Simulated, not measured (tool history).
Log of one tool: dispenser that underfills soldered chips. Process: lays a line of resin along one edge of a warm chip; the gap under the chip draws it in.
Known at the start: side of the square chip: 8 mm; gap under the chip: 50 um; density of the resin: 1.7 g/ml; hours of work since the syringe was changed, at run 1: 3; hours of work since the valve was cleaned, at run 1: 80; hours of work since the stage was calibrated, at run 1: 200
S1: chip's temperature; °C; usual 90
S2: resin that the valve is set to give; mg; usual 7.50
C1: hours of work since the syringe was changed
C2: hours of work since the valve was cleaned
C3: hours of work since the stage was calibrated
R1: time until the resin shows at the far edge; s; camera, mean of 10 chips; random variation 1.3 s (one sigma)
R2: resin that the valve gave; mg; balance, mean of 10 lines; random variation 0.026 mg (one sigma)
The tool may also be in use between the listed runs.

run	hour	S1	S2	C1	C2	C3	R1	R2
1	0.0	90	7.50	3	80	200	141.0	7.23
# hour 4.5: dispensing valve cleaned and set on the balance
2	10.1	97	7.50	9	4	206	132.5	7.52
# hour 14.9: new syringe of resin
3	18.2	90	7.50	2	9	211	133.3	7.50
4	24.5	90	7.50	6	13	215	152.0	7.46
5	28.5	90	7.50	9	15	217	170.8	7.45
# hour 34.0: new syringe of resin
6	38.0	90	7.50	3	21	223	135.9	7.50
7	43.7	90	7.07	6	25	227	156.0	7.00
8	48.8	90	7.69	9	28	230	173.2	7.62
# hour 53.2: new syringe of resin
9	54.2	90	7.69	1	31	233	127.1	7.59
10	63.7	99	7.69	7	37	239	109.3	7.61
# hour 71.8: new syringe of resin
11	72.3	98	7.50	0	43	245	91.2	7.40
12	80.4	98	7.50	5	48	250	107.5	7.40
13	88.3	90	7.50	11	53	255	177.6	7.35
# hour 90.6: new syringe of resin
14	94.0	90	7.50	2	56	258	133.8	7.34
15	98.7	83	7.50	5	59	261	197.5	7.39
16	102.6	83	7.50	8	62	264	213.1	7.32
17	107.2	83	7.50	11	65	267	236.6	7.37
# hour 109.6: new syringe of resin
18	115.7	90	9.50	4	70	272	138.2	9.35
19	124.2	90	9.50	9	75	277	170.3	9.26
# hour 128.6: new syringe of resin
20	131.6	76	7.78	2	80	282	225.1	7.58
# hour 135.5: dispensing valve cleaned and set on the balance
21	141.8	79	7.50	8	4	288	255.1	7.51
# hour 148.4: new syringe of resin
22	150.7	98	6.44	1	10	293	97.1	6.45
23	156.7	87	6.44	5	13	297	172.7	6.40
24	161.8	87	6.44	9	17	300	190.8	6.40
# hour 167.5: new syringe of resin
25	168.1	100	8.40	0	20	304	80.4	8.34
26	174.3	83	7.86	4	24	308	186.2	7.83
27	183.0	83	9.08	10	30	314	220.1	8.95
# hour 186.2: new syringe of resin
28	191.1	92	6.72	3	35	319	133.5	6.67
29	194.9	92	6.72	6	37	321	143.8	6.59
30	199.8	81	6.42	9	41	324	255.2	6.32
# hour 205.4: new syringe of resin
31	209.2	81	6.42	2	46	330	203.3	6.31
32	214.1	90	7.77	6	49	333	149.0	7.62
33	222.5	90	7.77	11	55	339	179.3	7.65
# hour 224.6: new syringe of resin
34	229.2	83	7.82	3	59	343	177.7	7.63
35	237.4	94	7.43	8	64	348	140.9	7.24

Hidden state at the last listed run before each entry between runs and at the first one after, where it differs:
Between runs 1 and 2: dispensing valve cleaned and set on the balance (hour 4.5)
  resin's viscosity, % of fresh resin's: 114.8 -> 142.2; dose that the valve gives, % of what is set: 96.79 -> 100.14; true chip temperature over the reading, C: 0.31 -> 0.32
  measured less the result without the state, R1: +17.7 -> +38.2 s; R2: -0.24 -> +0.01 mg
Between runs 2 and 3: new syringe of resin (hour 14.9)
  resin's viscosity, % of fresh resin's: 142.2 -> 109; dose that the valve gives, % of what is set: 100.14 -> 99.95; true chip temperature over the reading, C: 0.32 -> 0.34
  measured less the result without the state, R1: +38.2 -> +9.3 s; R2: +0.01 -> +0.00 mg
Between runs 5 and 6: new syringe of resin (hour 34.0)
  resin's viscosity, % of fresh resin's: 138.9 -> 109.9; dose that the valve gives, % of what is set: 99.7 -> 99.49; true chip temperature over the reading, C: 0.35 -> 0.36
  measured less the result without the state, R1: +46.2 -> +10.6 s; R2: -0.02 -> -0.04 mg
Between runs 8 and 9: new syringe of resin (hour 53.2)
  resin's viscosity, % of fresh resin's: 141.4 -> 102.5; dose that the valve gives, % of what is set: 99.26 -> 99.14; true chip temperature over the reading, C: 0.38 -> 0.39
  measured less the result without the state, R1: +49.1 -> +1.5 s; R2: -0.06 -> -0.07 mg
Between runs 10 and 11: new syringe of resin (hour 71.8)
  resin's viscosity, % of fresh resin's: 128.1 -> 100.4; dose that the valve gives, % of what is set: 98.92 -> 98.74; true chip temperature over the reading, C: 0.4 -> 0.41
  measured less the result without the state, R1: +22.8 -> -0.8 s; R2: -0.09 -> -0.09 mg
Between runs 13 and 14: new syringe of resin (hour 90.6)
  resin's viscosity, % of fresh resin's: 146.1 -> 107.8; dose that the valve gives, % of what is set: 98.4 -> 98.28
  measured less the result without the state, R1: +54.4 -> +7.9 s; R2: -0.13 -> -0.13 mg
Between runs 17 and 18: new syringe of resin (hour 109.6)
  resin's viscosity, % of fresh resin's: 147 -> 117.8; dose that the valve gives, % of what is set: 97.96 -> 97.76; true chip temperature over the reading, C: 0.46 -> 0.48
  measured less the result without the state, R1: +73.2 -> +18.9 s; R2: -0.15 -> -0.21 mg
Between runs 19 and 20: new syringe of resin (hour 128.6)
  resin's viscosity, % of fresh resin's: 143.7 -> 107.1; dose that the valve gives, % of what is set: 97.54 -> 97.38; true chip temperature over the reading, C: 0.49 -> 0.5
  measured less the result without the state, R1: +49.8 -> +11.7 s; R2: -0.24 -> -0.20 mg
Between runs 20 and 21: dispensing valve cleaned and set on the balance (hour 135.5)
  resin's viscosity, % of fresh resin's: 107.1 -> 133.1; dose that the valve gives, % of what is set: 97.38 -> 99.93; true chip temperature over the reading, C: 0.5 -> 0.51
  measured less the result without the state, R1: +11.7 -> +59.4 s; R2: -0.20 -> +0.00 mg
Between runs 21 and 22: new syringe of resin (hour 148.4)
  resin's viscosity, % of fresh resin's: 133.1 -> 103.7; dose that the valve gives, % of what is set: 99.93 -> 99.73; true chip temperature over the reading, C: 0.51 -> 0.52
  measured less the result without the state, R1: +59.4 -> +1.7 s; R2: +0.00 -> -0.01 mg
Between runs 24 and 25: new syringe of resin (hour 167.5)
  resin's viscosity, % of fresh resin's: 134.6 -> 100.2; dose that the valve gives, % of what is set: 99.46 -> 99.33; true chip temperature over the reading, C: 0.54 -> 0.55
  measured less the result without the state, R1: +46.4 -> -1.4 s; R2: -0.03 -> -0.05 mg
Between runs 27 and 28: new syringe of resin (hour 186.2)
  resin's viscosity, % of fresh resin's: 142.3 -> 113.1; dose that the valve gives, % of what is set: 98.96 -> 98.78; true chip temperature over the reading, C: 0.57 -> 0.58
  measured less the result without the state, R1: +61.8 -> +13.2 s; R2: -0.09 -> -0.08 mg
Between runs 30 and 31: new syringe of resin (hour 205.4)
  resin's viscosity, % of fresh resin's: 138.7 -> 109.7; dose that the valve gives, % of what is set: 98.56 -> 98.35; true chip temperature over the reading, C: 0.59 -> 0.61
  measured less the result without the state, R1: +67.9 -> +14.6 s; R2: -0.09 -> -0.10 mg
Between runs 33 and 34: new syringe of resin (hour 224.6)
  resin's viscosity, % of fresh resin's: 149.7 -> 111.3; dose that the valve gives, % of what is set: 98.06 -> 97.91
  measured less the result without the state, R1: +57.1 -> +14.6 s; R2: -0.16 -> -0.16 mg
